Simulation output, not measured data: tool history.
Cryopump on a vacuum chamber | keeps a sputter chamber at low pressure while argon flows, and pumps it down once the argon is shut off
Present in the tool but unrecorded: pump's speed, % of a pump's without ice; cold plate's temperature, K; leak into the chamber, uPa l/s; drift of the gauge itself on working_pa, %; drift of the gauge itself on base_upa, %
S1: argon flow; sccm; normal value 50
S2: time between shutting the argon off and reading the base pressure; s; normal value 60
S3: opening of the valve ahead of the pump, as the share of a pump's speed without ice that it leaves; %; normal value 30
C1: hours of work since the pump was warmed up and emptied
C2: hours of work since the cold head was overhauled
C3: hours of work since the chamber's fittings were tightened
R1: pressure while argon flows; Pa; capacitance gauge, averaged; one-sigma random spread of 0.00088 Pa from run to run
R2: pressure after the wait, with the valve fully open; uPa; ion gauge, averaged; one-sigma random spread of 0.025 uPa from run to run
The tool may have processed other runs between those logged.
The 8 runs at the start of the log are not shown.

run 9 hour=508.8 | S1=39 S2=60 S3=30 | C1=793 C2=1863 C3=3241 | R1=0.1563 R2=3.27
run 10 hour=551.1 | S1=39 S2=60 S3=30 | C1=820 C2=1890 C3=3269 | R1=0.1577 R2=3.31
-- hour=602.3 leaking fittings of the chamber tightened, without venting
run 11 hour=620.0 | S1=39 S2=198 S3=30 | C1=864 C2=1934 C3=12 | R1=0.1601 R2=0.59
run 12 hour=707.5 | S1=39 S2=198 S3=30 | C1=921 C2=1991 C3=69 | R1=0.1618 R2=0.62
run 13 hour=785.3 | S1=34 S2=60 S3=30 | C1=972 C2=2042 C3=120 | R1=0.1424 R2=1.27
-- hour=839.1 pump warmed up, emptied and cooled again
run 14 hour=845.1 | S1=50 S2=60 S3=30 | C1=4 C2=2078 C3=155 | R1=0.1841 R2=1.14
run 15 hour=939.0 | S1=50 S2=60 S3=30 | C1=65 C2=2139 C3=217 | R1=0.1859 R2=1.17
run 16 hour=1014.7 | S1=50 S2=60 S3=17 | C1=115 C2=2189 C3=266 | R1=0.3233 R2=1.28
run 17 hour=1079.1 | S1=50 S2=60 S3=29 | C1=157 C2=2231 C3=308 | R1=0.1908 R2=1.21
run 18 hour=1158.9 | S1=50 S2=95 S3=29 | C1=209 C2=2283 C3=361 | R1=0.1939 R2=0.94
run 19 hour=1209.4 | S1=26 S2=84 S3=47 | C1=242 C2=2316 C3=394 | R1=0.0636 R2=1.06
run 20 hour=1295.1 | S1=26 S2=84 S3=47 | C1=298 C2=2372 C3=450 | R1=0.0648 R2=1.12
run 21 hour=1349.5 | S1=26 S2=84 S3=47 | C1=334 C2=2408 C3=485 | R1=0.0651 R2=1.18
run 22 hour=1406.7 | S1=58 S2=60 S3=30 | C1=371 C2=2445 C3=523 | R1=0.2218 R2=1.43

Forecast run 23:
run 23 hour=1460.0 | S1=50 S2=60 S3=26 | C1=406 C2=2480 C3=557 | R1=? R2=?

{"run 23": {"R1": 0.2192, "R2": 1.39}}
The same run, on a tool lacking any hidden state, would have yielded R1 0.2081 Pa, R2 0.97 uPa.

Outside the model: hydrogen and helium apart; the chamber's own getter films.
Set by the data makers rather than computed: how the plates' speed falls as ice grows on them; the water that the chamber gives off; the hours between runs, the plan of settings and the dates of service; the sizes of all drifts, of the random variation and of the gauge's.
